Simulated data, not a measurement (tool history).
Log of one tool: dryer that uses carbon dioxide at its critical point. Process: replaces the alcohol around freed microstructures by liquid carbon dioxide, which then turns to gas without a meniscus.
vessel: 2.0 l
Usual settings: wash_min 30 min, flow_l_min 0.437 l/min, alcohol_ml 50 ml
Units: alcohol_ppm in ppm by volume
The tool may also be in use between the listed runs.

{"run": 1, "day": 0.0, "wash_min": 30, "flow_l_min": 0.437, "alcohol_ml": 50, "alcohol_ppm": 512}
{"day": 0.675, "done": "purifier's bed changed"}
{"run": 2, "day": 1.496, "wash_min": 30, "flow_l_min": 0.437, "alcohol_ml": 50, "alcohol_ppm": 276}
{"run": 3, "day": 3.462, "wash_min": 30, "flow_l_min": 0.437, "alcohol_ml": 87, "alcohol_ppm": 496}
{"run": 4, "day": 4.533, "wash_min": 30, "flow_l_min": 0.437, "alcohol_ml": 50, "alcohol_ppm": 296}
{"run": 5, "day": 6.467, "wash_min": 30, "flow_l_min": 0.437, "alcohol_ml": 50, "alcohol_ppm": 324}
{"run": 6, "day": 8.883, "wash_min": 30, "flow_l_min": 0.437, "alcohol_ml": 50, "alcohol_ppm": 338}
{"run": 7, "day": 10.929, "wash_min": 30, "flow_l_min": 0.437, "alcohol_ml": 50, "alcohol_ppm": 346}
{"day": 12.354, "done": "inlet filter changed"}
{"run": 8, "day": 12.542, "wash_min": 30, "flow_l_min": 0.437, "alcohol_ml": 50, "alcohol_ppm": 269}
{"run": 9, "day": 14.583, "wash_min": 30, "flow_l_min": 0.437, "alcohol_ml": 50, "alcohol_ppm": 271}
{"run": 10, "day": 16.217, "wash_min": 30, "flow_l_min": 0.437, "alcohol_ml": 75, "alcohol_ppm": 374}
{"run": 11, "day": 17.883, "wash_min": 30, "flow_l_min": 0.437, "alcohol_ml": 75, "alcohol_ppm": 407}
{"run": 12, "day": 19.058, "wash_min": 30, "flow_l_min": 0.437, "alcohol_ml": 33, "alcohol_ppm": 229}
{"run": 13, "day": 21.512, "wash_min": 30, "flow_l_min": 0.437, "alcohol_ml": 50, "alcohol_ppm": 314}
{"run": 14, "day": 23.033, "wash_min": 30, "flow_l_min": 0.437, "alcohol_ml": 50, "alcohol_ppm": 313}
{"run": 15, "day": 25.258, "wash_min": 30, "flow_l_min": 0.437, "alcohol_ml": 50, "alcohol_ppm": 341}
{"run": 16, "day": 26.558, "wash_min": 30, "flow_l_min": 0.437, "alcohol_ml": 50, "alcohol_ppm": 361}
{"run": 17, "day": 28.208, "wash_min": 30, "flow_l_min": 0.437, "alcohol_ml": 99, "alcohol_ppm": 575}
{"run": 18, "day": 30.004, "wash_min": 30, "flow_l_min": 0.437, "alcohol_ml": 99, "alcohol_ppm": 613}
{"run": 19, "day": 31.338, "wash_min": 30, "flow_l_min": 0.437, "alcohol_ml": 99, "alcohol_ppm": 628}
{"run": 20, "day": 32.771, "wash_min": 30, "flow_l_min": 0.437, "alcohol_ml": 50, "alcohol_ppm": 400}
{"run": 21, "day": 34.133, "wash_min": 30, "flow_l_min": 0.437, "alcohol_ml": 49, "alcohol_ppm": 401}
{"run": 22, "day": 36.054, "wash_min": 30, "flow_l_min": 0.437, "alcohol_ml": 72, "alcohol_ppm": 542}
{"run": 23, "day": 38.062, "wash_min": 30, "flow_l_min": 0.437, "alcohol_ml": 72, "alcohol_ppm": 550}
{"run": 24, "day": 39.671, "wash_min": 29, "flow_l_min": 0.437, "alcohol_ml": 98, "alcohol_ppm": 816}
{"run": 25, "day": 40.992, "wash_min": 31, "flow_l_min": 0.389, "alcohol_ml": 66, "alcohol_ppm": 706}
{"run": 26, "day": 42.729, "wash_min": 42, "flow_l_min": 0.357, "alcohol_ml": 88, "alcohol_ppm": 457}
{"run": 27, "day": 45.162, "wash_min": 47, "flow_l_min": 0.493, "alcohol_ml": 48, "alcohol_ppm": 221}
{"run": 28, "day": 47.129, "wash_min": 45, "flow_l_min": 0.281, "alcohol_ml": 33, "alcohol_ppm": 453}
{"day": 48.3, "done": "inlet filter changed"}
{"run": 29, "day": 49.504, "wash_min": 45, "flow_l_min": 0.663, "alcohol_ml": 23, "alcohol_ppm": 242}
{"day": 50.046, "done": "purifier's bed changed"}
{"run": 30, "day": 51.938, "wash_min": 41, "flow_l_min": 0.665, "alcohol_ml": 38, "alcohol_ppm": 17}
{"run": 31, "day": 53.692, "wash_min": 19, "flow_l_min": 0.437, "alcohol_ml": 50, "alcohol_ppm": 1209}
{"run": 32, "day": 55.533, "wash_min": 29, "flow_l_min": 0.432, "alcohol_ml": 50, "alcohol_ppm": 276}
{"run": 33, "day": 57.471, "wash_min": 18, "flow_l_min": 0.432, "alcohol_ml": 50, "alcohol_ppm": 1454}
{"run": 34, "day": 59.129, "wash_min": 22, "flow_l_min": 0.432, "alcohol_ml": 28, "alcohol_ppm": 476}
{"run": 35, "day": 60.883, "wash_min": 44, "flow_l_min": 0.295, "alcohol_ml": 28, "alcohol_ppm": 190}
{"run": 36, "day": 62.575, "wash_min": 30, "flow_l_min": 0.523, "alcohol_ml": 102, "alcohol_ppm": 255}
{"run": 37, "day": 64.35, "wash_min": 30, "flow_l_min": 0.433, "alcohol_ml": 46, "alcohol_ppm": 290}
{"run": 38, "day": 66.379, "wash_min": 30, "flow_l_min": 0.433, "alcohol_ml": 46, "alcohol_ppm": 305}
{"run": 39, "day": 68.021, "wash_min": 23, "flow_l_min": 0.366, "alcohol_ml": 72, "alcohol_ppm": 1922}
{"run": 40, "day": 69.183, "wash_min": 23, "flow_l_min": 0.366, "alcohol_ml": 72, "alcohol_ppm": 1946}
{"run": 41, "day": 71.571, "wash_min": 23, "flow_l_min": 0.366, "alcohol_ml": 72, "alcohol_ppm": 2029}
{"run": 42, "day": 72.962, "wash_min": 19, "flow_l_min": 0.437, "alcohol_ml": 26, "alcohol_ppm": 825}
{"run": 43, "day": 75.296, "wash_min": 33, "flow_l_min": 0.403, "alcohol_ml": 65, "alcohol_ppm": 451}
{"run": 44, "day": 77.025, "wash_min": 33, "flow_l_min": 0.707, "alcohol_ml": 65, "alcohol_ppm": 143}
{"run": 45, "day": 78.212, "wash_min": 33, "flow_l_min": 0.341, "alcohol_ml": 65, "alcohol_ppm": 815}
{"run": 46, "day": 80.346, "wash_min": 33, "flow_l_min": 0.687, "alcohol_ml": 65, "alcohol_ppm": 162}

Some steps in alcohol_ppm between neighbouring runs. How much of each would the tool show without its hidden state too (settings, what came in, random variation), and how much is left for the hidden state, with any gauge scatter that isn't in both results?
The hidden state here: flow that reaches the vessel past the clogged filter, %; alcohol in the recycled carbon dioxide, ppm; drift of the gauge itself on alcohol_ppm, %.
Run 1 -> 2: purifier's bed changed. alcohol_ppm -236 ppm by volume: hidden state -233, all else -3.
Run 29 -> 30: wash_min 45 -> 41, flow_l_min 0.663 -> 0.665, alcohol_ml 23 -> 38, purifier's bed changed. alcohol_ppm -225 ppm by volume: hidden state -224, all else -1.
Run 30 -> 31: wash_min 41 -> 19, flow_l_min 0.665 -> 0.437, alcohol_ml 38 -> 50. alcohol_ppm +1192 ppm by volume: hidden state +69, all else +1123.
Run 38 -> 39: wash_min 30 -> 23, flow_l_min 0.433 -> 0.366, alcohol_ml 46 -> 72. alcohol_ppm +1617 ppm by volume: hidden state +255, all else +1362.
Run 41 -> 42: wash_min 23 -> 19, flow_l_min 0.366 -> 0.437, alcohol_ml 72 -> 26. alcohol_ppm -1204 ppm by volume: hidden state -219, all else -985.
